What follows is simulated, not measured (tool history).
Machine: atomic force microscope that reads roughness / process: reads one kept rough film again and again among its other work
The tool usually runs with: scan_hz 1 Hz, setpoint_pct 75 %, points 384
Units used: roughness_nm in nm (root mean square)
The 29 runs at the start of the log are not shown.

run      day  scan_hz  setpoint_pct  points  pictures with this tip  hours of work since the height scale was calibrated  roughness_nm
 30   74.442     1.35            88     817                     154                                                  642         1.313
      75.488  -- new tip fitted
 31   77.054     1.35            88     817                      55                                                  676         1.455
 32   79.683     3.66            70     929                     147                                                  710         1.302
      80.867  -- new tip fitted
 33   82.858     3.66            70     929                      70                                                  752          1.41
 34   85.892     0.86            61     966                     177                                                  791         1.438
      86.392  -- new tip fitted
 35   88.375      3.3            61     278                      69                                                  824         1.505
 36     90.1      3.3            61     926                     130                                                  846         1.435
        91.7  -- new tip fitted
 37   93.354      3.3            61     926                      58                                                  888         1.538
 38   94.992        1            61     517                     116                                                  910         1.532
 39   96.562        1            61     517                     171                                                  930         1.433
      97.158  -- new tip fitted
 40   99.479        1            60     579                      82                                                  968          1.58
 41  101.129      0.9            80     425                     140                                                  990         1.415
     102.479  -- new tip fitted
 42  104.525      0.9            80     425                      72                                                 1034         1.498
 43  106.775      0.9            80     425                     151                                                 1064         1.367
     107.992  -- new tip fitted
 44  109.075      1.6            58     286                      38                                                 1093          1.63
 45  112.275      1.6            58     286                     151                                                 1135         1.429
     113.488  -- new tip fitted
 46  115.317      1.6            58     286                      65                                                 1175         1.564
     118.812  -- new tip fitted
 47   118.85      1.6            58     286                       1                                                 1221           1.7
 48  121.792     0.58            55     568                     104                                                 1259         1.552

Estimate the outcome of run 49 from the log above:
 49  123.808        1            83     384                     175                                                 1286             ?

Run 49 yielded roughness_nm 1.339 nm (root mean square).
Take away the tool's hidden state, keep the run-to-run variation as it was, and the same run would have given roughness_nm 1.662 nm (root mean square).
